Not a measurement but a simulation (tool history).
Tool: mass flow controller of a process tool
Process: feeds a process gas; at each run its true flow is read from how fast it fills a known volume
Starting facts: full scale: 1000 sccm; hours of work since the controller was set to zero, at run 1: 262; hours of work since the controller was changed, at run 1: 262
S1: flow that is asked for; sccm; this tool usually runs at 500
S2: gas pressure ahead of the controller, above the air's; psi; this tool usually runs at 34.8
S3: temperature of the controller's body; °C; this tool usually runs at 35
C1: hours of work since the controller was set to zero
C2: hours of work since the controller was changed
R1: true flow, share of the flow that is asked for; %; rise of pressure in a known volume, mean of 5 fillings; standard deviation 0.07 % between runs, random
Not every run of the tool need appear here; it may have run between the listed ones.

Run 1, day 0: usual settings; C1 262; C2 262. Result: R1 98.56 %.
Run 2, day 4.45: usual settings; C1 321; C2 321. Result: R1 98.63 %.
Run 3, day 13.354: usual settings but S1 119 sccm; C1 440; C2 440. Result: R1 98.26 %.
Run 4, day 18.15: usual settings but S1 119 sccm; C1 504; C2 504. Result: R1 98.26 %.
Run 5, day 25.296: usual settings but S1 119 sccm; C1 599; C2 599. Result: R1 98.39 %.
At day 25.696: controller's zero set anew.
Run 6, day 31.188: usual settings but S1 186 sccm; C1 73; C2 677. Result: R1 98.44 %.

Expected results for the next run?
Run 7, day 38.65: usual settings but S1 186 sccm, S2 30.9 psi, S3 24 °C; C1 173; C2 777. Result: R1 ?.

{"run 7": {"R1": 98.91}}
With no hidden state in the tool, this same run would have given R1 98.43 %.
